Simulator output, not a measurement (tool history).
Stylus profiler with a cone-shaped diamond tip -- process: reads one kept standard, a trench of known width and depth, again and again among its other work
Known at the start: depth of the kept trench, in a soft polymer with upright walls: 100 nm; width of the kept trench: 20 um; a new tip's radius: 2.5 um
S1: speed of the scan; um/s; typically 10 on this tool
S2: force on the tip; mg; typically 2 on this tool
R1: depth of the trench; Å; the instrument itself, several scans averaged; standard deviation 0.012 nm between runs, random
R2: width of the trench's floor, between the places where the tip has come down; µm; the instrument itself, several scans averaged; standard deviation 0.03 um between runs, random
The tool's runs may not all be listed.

run    hour  S1    S2      R1     R2
  1       0  10     2  1012.7  17.75
  2    82.6  10     2  1012.8  17.76
  3   135.6  10     2  1012.8  17.73
      186.8  -- new tip fitted, height scale calibrated
  4   188.1  10     2  1010.9  18.52
  5   248.2  10     2    1011  18.53
  6   308.8  10  2.07  1011.3  18.48
  7   356.1  10  2.07  1011.5  18.45
  8     393  10  2.07  1011.1  18.38
  9   455.6  10  2.07  1011.6  18.31
 10   531.9   8     2  1011.4  18.38
 11   586.1  10  0.84  1006.3  18.26
 12   629.6  10  0.84  1006.4  18.25
 13   678.5  10  0.97  1006.9   18.2
 14   715.4  10  0.97  1007.1  18.16
 15   758.9  10     2  1011.6  18.16
 16   825.8  10     2  1011.3  18.17
 17   887.1  17     2  1011.3  18.08
 18   938.2  17     2  1011.7  18.06
 19  1018.1  17     2  1011.6  18.02
 20  1094.6  17     2  1011.4  18.06
 21  1136.2  17     2  1011.9  17.98
 22  1182.8  17     2  1011.8  17.95
 23  1251.4  17     2  1011.9  17.95
 24    1342  17     2  1011.7  17.88
 25  1410.2  17     2  1011.6  17.82

Predict the results of run 26:
 26  1485.4   9  2.56   ?   ?

Run 26 gave R1 1013.7 Å, R2 17.87 µm.
If the tool had no hidden condition, the same run with the same run-to-run variation would have returned R1 1013 Å, R2 18.54 µm.
